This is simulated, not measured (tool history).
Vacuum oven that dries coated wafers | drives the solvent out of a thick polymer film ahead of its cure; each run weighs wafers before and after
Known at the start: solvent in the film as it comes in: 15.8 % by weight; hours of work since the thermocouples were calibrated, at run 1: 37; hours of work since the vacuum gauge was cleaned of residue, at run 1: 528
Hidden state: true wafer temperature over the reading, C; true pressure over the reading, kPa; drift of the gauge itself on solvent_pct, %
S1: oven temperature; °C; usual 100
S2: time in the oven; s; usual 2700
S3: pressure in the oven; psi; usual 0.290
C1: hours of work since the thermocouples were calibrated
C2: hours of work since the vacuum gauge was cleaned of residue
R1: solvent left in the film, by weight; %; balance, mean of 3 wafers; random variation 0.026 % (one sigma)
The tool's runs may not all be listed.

run 1 hour=0.0 | S1=100 S2=2700 S3=0.290 | C1=37 C2=528 | R1=1.45
run 2 hour=9.4 | S1=105 S2=2700 S3=0.290 | C1=43 C2=533 | R1=1.04
run 3 hour=15.8 | S1=105 S2=2700 S3=0.290 | C1=47 C2=537 | R1=1.02
run 4 hour=28.2 | S1=105 S2=2700 S3=0.290 | C1=54 C2=544 | R1=1.02
run 5 hour=37.3 | S1=108 S2=2700 S3=0.290 | C1=59 C2=550 | R1=0.83
run 6 hour=51.5 | S1=108 S2=2700 S3=0.290 | C1=67 C2=558 | R1=0.81
run 7 hour=62.8 | S1=108 S2=2700 S3=0.290 | C1=74 C2=564 | R1=0.83
run 8 hour=70.5 | S1=108 S2=2700 S3=0.290 | C1=78 C2=569 | R1=0.84
run 9 hour=83.0 | S1=108 S2=2700 S3=0.290 | C1=86 C2=576 | R1=0.82
run 10 hour=95.2 | S1=100 S2=2700 S3=0.290 | C1=93 C2=583 | R1=1.42
run 11 hour=108.5 | S1=100 S2=2700 S3=0.290 | C1=100 C2=591 | R1=1.49
run 12 hour=116.1 | S1=100 S2=2700 S3=0.290 | C1=105 C2=595 | R1=1.45
run 13 hour=126.9 | S1=100 S2=1980 S3=0.290 | C1=111 C2=602 | R1=2.19
run 14 hour=136.9 | S1=100 S2=1980 S3=0.290 | C1=117 C2=607 | R1=2.19
run 15 hour=147.1 | S1=100 S2=1920 S3=0.290 | C1=123 C2=613 | R1=2.34
run 16 hour=160.7 | S1=100 S2=1920 S3=0.278 | C1=131 C2=621 | R1=2.23
run 17 hour=168.6 | S1=100 S2=1920 S3=0.278 | C1=135 C2=626 | R1=2.28
run 18 hour=181.0 | S1=100 S2=1920 S3=0.278 | C1=142 C2=633 | R1=2.25
run 19 hour=188.7 | S1=100 S2=1920 S3=0.278 | C1=147 C2=637 | R1=2.25
run 20 hour=195.6 | S1=100 S2=1620 S3=0.278 | C1=151 C2=641 | R1=2.81
run 21 hour=204.4 | S1=100 S2=2700 S3=0.290 | C1=156 C2=646 | R1=1.48
run 22 hour=217.8 | S1=100 S2=2700 S3=0.290 | C1=164 C2=654 | R1=1.46
run 23 hour=231.4 | S1=100 S2=2700 S3=0.189 | C1=172 C2=662 | R1=1.17
run 24 hour=245.5 | S1=111 S2=4800 S3=0.148 | C1=180 C2=670 | R1=0.32
run 25 hour=257.9 | S1=96 S2=2700 S3=0.344 | C1=187 C2=677 | R1=2.13
run 26 hour=268.0 | S1=87 S2=1860 S3=0.189 | C1=193 C2=683 | R1=4.64
run 27 hour=282.1 | S1=100 S2=4260 S3=0.290 | C1=201 C2=691 | R1=0.87
run 28 hour=290.6 | S1=112 S2=4260 S3=0.570 | C1=206 C2=696 | R1=1.04
run 29 hour=302.5 | S1=112 S2=4260 S3=0.570 | C1=213 C2=703 | R1=1.07
run 30 hour=308.7 | S1=96 S2=4500 S3=0.748 | C1=216 C2=707 | R1=2.60
run 31 hour=318.9 | S1=96 S2=2040 S3=1.017 | C1=222 C2=713 | R1=4.85
run 32 hour=327.4 | S1=96 S2=2040 S3=1.017 | C1=227 C2=718 | R1=4.87
run 33 hour=334.8 | S1=87 S2=1560 S3=0.357 | C1=231 C2=722 | R1=6.03
run 34 hour=348.4 | S1=87 S2=1560 S3=0.357 | C1=239 C2=730 | R1=5.89
run 35 hour=361.6 | S1=107 S2=2160 S3=0.152 | C1=247 C2=738 | R1=0.88
run 36 hour=375.2 | S1=91 S2=3480 S3=0.152 | C1=255 C2=745 | R1=1.52
run 37 hour=384.5 | S1=109 S2=2700 S3=0.290 | C1=260 C2=751 | R1=0.81
run 38 hour=396.8 | S1=86 S2=2100 S3=0.290 | C1=267 C2=758 | R1=4.68
run 39 hour=403.0 | S1=96 S2=2700 S3=0.709 | C1=271 C2=762 | R1=3.17
run 40 hour=413.2 | S1=95 S2=2700 S3=0.181 | C1=277 C2=767 | R1=1.77
run 41 hour=420.9 | S1=100 S2=3360 S3=0.386 | C1=281 C2=772 | R1=1.39
run 42 hour=435.6 | S1=100 S2=3360 S3=0.386 | C1=290 C2=780 | R1=1.40
run 43 hour=444.5 | S1=87 S2=2700 S3=0.312 | C1=295 C2=786 | R1=3.58
run 44 hour=452.6 | S1=87 S2=2700 S3=0.312 | C1=300 C2=790 | R1=3.58
run 45 hour=464.6 | S1=114 S2=2700 S3=0.312 | C1=307 C2=797 | R1=0.63

Forecast each of these 4 alternatives for the next run:
run A hour=474.3 | S1=106 S2=4260 S3=0.476 | C1=312 C2=803 | R1=?
run B hour=474.3 | S1=97 S2=2700 S3=0.312 | C1=312 C2=803 | R1=?
run C hour=474.3 | S1=105 S2=2700 S3=0.312 | C1=312 C2=803 | R1=?
run D hour=474.3 | S1=114 S2=2700 S3=0.271 | C1=312 C2=803 | R1=?

run=A R1=1.12
run=B R1=1.78
run=C R1=1.05
run=D R1=0.54
Without the tool's hidden state the same runs would have given:
run=A R1=1.12
run=B R1=1.77
run=C R1=1.05
run=D R1=0.54
